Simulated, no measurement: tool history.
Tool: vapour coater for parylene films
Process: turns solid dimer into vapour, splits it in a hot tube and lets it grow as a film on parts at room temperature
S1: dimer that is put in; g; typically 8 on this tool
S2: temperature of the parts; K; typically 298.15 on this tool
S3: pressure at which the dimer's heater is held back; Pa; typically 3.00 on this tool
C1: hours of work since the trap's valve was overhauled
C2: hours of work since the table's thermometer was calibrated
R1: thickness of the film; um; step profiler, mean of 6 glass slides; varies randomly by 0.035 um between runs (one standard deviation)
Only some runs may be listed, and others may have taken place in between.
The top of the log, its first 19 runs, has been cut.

run   hour  S1      S2    S3   C1   C2    R1
 20  228.0   8  298.15  5.47  210  410  4.14
 21  237.4   8  298.15  5.47  216  416  4.16
 22  253.0   8  298.15  3.50  227  427  4.52
 23  266.3   8  298.15  3.50  236  436  4.52
 24  281.6   5  306.15  7.92  246  446  1.74
 25  293.6   5  305.15  3.70  254  454  2.08
 26  300.4   4  307.15  9.95  258  458  1.28
 27  315.1   8  306.15  3.00  268  468  3.25
 28  327.7   4  296.15  3.00  276  476  2.51
 29  339.6   3  298.15  4.41  284  484  1.59

For run 30, what comes out?
 30  354.6   3  298.15  4.41  294  494   ?

{"run 30": {"R1": 1.57}}
Take away the tool's hidden state, keep the run-to-run variation as it was, and the same run would have given R1 1.75 um.
